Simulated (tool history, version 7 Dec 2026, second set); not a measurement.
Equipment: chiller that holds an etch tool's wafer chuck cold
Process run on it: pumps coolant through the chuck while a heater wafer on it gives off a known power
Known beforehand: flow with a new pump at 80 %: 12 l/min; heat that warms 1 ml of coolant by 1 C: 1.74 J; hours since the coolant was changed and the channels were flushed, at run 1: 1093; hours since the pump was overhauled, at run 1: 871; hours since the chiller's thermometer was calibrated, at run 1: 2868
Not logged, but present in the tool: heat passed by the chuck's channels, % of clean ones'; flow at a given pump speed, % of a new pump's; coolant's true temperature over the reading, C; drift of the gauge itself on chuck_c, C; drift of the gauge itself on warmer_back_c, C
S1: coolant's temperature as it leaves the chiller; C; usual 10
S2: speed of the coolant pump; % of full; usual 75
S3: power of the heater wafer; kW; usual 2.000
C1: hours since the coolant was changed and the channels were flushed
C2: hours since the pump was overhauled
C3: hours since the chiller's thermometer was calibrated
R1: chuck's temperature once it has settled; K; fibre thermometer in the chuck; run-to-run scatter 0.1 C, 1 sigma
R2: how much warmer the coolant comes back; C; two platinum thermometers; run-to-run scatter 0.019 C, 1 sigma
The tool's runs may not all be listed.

Run 1, day 0.000: usual settings; C1 1093; C2 871; C3 2868. Result: R1 309.15 K, R2 6.12 C.
Run 2, day 1.883: usual settings; C1 1138; C2 916; C3 2913. Result: R1 309.25 K, R2 6.17 C.
Run 3, day 3.546: usual settings; C1 1178; C2 956; C3 2953. Result: R1 309.35 K, R2 6.14 C.
Run 4, day 5.842: usual settings; C1 1233; C2 1011; C3 3008. Result: R1 309.35 K, R2 6.18 C.
Run 5, day 6.975: usual settings; C1 1260; C2 1038; C3 3035. Result: R1 309.45 K, R2 6.16 C.
Run 6, day 8.625: usual settings; C1 1300; C2 1078; C3 3075. Result: R1 309.35 K, R2 6.18 C.
Run 7, day 9.679: usual settings but S2 92 % of full; C1 1325; C2 1103; C3 3100. Result: R1 305.75 K, R2 4.98 C.
Run 8, day 10.708: usual settings; C1 1350; C2 1128; C3 3125. Result: R1 309.55 K, R2 6.15 C.
Run 9, day 12.867: usual settings; C1 1401; C2 1180; C3 3176. Result: R1 309.55 K, R2 6.14 C.
Run 10, day 14.004: usual settings; C1 1429; C2 1207; C3 3204. Result: R1 309.55 K, R2 6.16 C.
Run 11, day 15.438: usual settings but S2 61 % of full; C1 1463; C2 1241; C3 3238. Result: R1 313.45 K, R2 7.61 C.
Run 12, day 17.179: usual settings but S2 61 % of full; C1 1505; C2 1283; C3 3280. Result: R1 313.25 K, R2 7.58 C.
Run 13, day 18.412: usual settings but S2 61 % of full; C1 1534; C2 1313; C3 3309. Result: R1 313.25 K, R2 7.57 C.
Run 14, day 20.279: usual settings but S2 61 % of full; C1 1579; C2 1357; C3 3354. Result: R1 313.25 K, R2 7.62 C.
Run 15, day 22.512: usual settings but S2 61 % of full, S3 1.135 kW; C1 1633; C2 1411; C3 3408. Result: R1 300.25 K, R2 4.31 C.
Run 16, day 24.038: usual settings but S2 61 % of full, S3 1.135 kW; C1 1670; C2 1448; C3 3444. Result: R1 300.15 K, R2 4.32 C.
Run 17, day 25.154: usual settings; C1 1696; C2 1474; C3 3471. Result: R1 309.35 K, R2 6.15 C.
Run 18, day 27.167: usual settings but S1 7 C, S2 79 % of full, S3 2.786 kW; C1 1745; C2 1523; C3 3520. Result: R1 315.25 K, R2 8.14 C.
Run 19, day 28.508: usual settings but S1 7 C, S2 79 % of full, S3 2.786 kW; C1 1777; C2 1555; C3 3552. Result: R1 315.25 K, R2 8.11 C.
Run 20, day 29.604: usual settings but S1 16 C, S2 79 % of full, S3 1.622 kW; C1 1803; C2 1581; C3 3578. Result: R1 309.55 K, R2 4.72 C.
Run 21, day 31.067: usual settings but S2 62 % of full; C1 1838; C2 1616; C3 3613. Result: R1 312.85 K, R2 7.45 C.
Run 22, day 32.738: usual settings but S1 5 C, S2 98 % of full; C1 1878; C2 1656; C3 3653. Result: R1 299.95 K, R2 4.71 C.
Run 23, day 34.850: usual settings but S2 84 % of full, S3 1.095 kW; C1 1929; C2 1707; C3 3704. Result: R1 296.55 K, R2 2.99 C.
Run 24, day 36.892: usual settings but S1 6 C, S2 70 % of full, S3 1.849 kW; C1 1978; C2 1756; C3 3753. Result: R1 304.45 K, R2 6.11 C.
Run 25, day 38.733: usual settings but S1 6 C, S2 85 % of full, S3 1.849 kW; C1 2022; C2 1800; C3 3797. Result: R1 301.45 K, R2 4.99 C.
Run 26, day 39.779: usual settings but S1 5 C, S3 1.640 kW; C1 2047; C2 1825; C3 3822. Result: R1 299.65 K, R2 5.05 C.
Run 27, day 41.388: usual settings but S1 12 C, S2 76 % of full, S3 2.114 kW; C1 2086; C2 1864; C3 3861. Result: R1 312.55 K, R2 6.41 C.
Run 28, day 42.521: usual settings but S1 12 C, S2 76 % of full, S3 2.114 kW; C1 2113; C2 1891; C3 3888. Result: R1 312.45 K, R2 6.42 C.
Run 29, day 44.550: usual settings but S1 12 C, S2 76 % of full, S3 2.114 kW; C1 2162; C2 1940; C3 3937. Result: R1 312.55 K, R2 6.40 C.
Run 30, day 46.433: usual settings but S1 12 C, S2 76 % of full, S3 2.114 kW; C1 2207; C2 1985; C3 3982. Result: R1 312.45 K, R2 6.42 C.
Run 31, day 47.412: usual settings but S1 19 C, S2 100 % of full, S3 2.534 kW; C1 2231; C2 2009; C3 4005. Result: R1 319.35 K, R2 5.80 C.
Run 32, day 49.492: usual settings but S1 19 C, S2 100 % of full, S3 2.534 kW; C1 2280; C2 2059; C3 4055. Result: R1 319.25 K, R2 5.82 C.
Run 33, day 50.579: usual settings but S1 1 C, S2 61 % of full, S3 2.002 kW; C1 2307; C2 2085; C3 4081. Result: R1 304.55 K, R2 7.63 C.

Consider 3 possible next runs. They are alternatives, not a sequence: every one starts from the tool as it was left by run 33. What does each give?
Run A, day 52.042: usual settings but S1 17 C, S3 1.886 kW; C1 2342; C2 2120; C3 4117. Result: R1 ?, R2 ?.
Run B, day 52.042: usual settings but S1 6 C, S2 80 % of full, S3 2.826 kW; C1 2342; C2 2120; C3 4117. Result: R1 ?, R2 ?.
Run C, day 52.042: usual settings but S1 1 C, S2 80 % of full, S3 1.551 kW; C1 2342; C2 2120; C3 4117. Result: R1 ?, R2 ?.

run      R1    R2
  A  314.65  5.83
  B  314.55  8.11
  C  293.35  4.45
With the hidden condition removed and each run's random variation left untouched, the same runs would have given:
run      R1    R2
  A  314.65  5.83
  B  314.45  8.11
  C  293.35  4.45
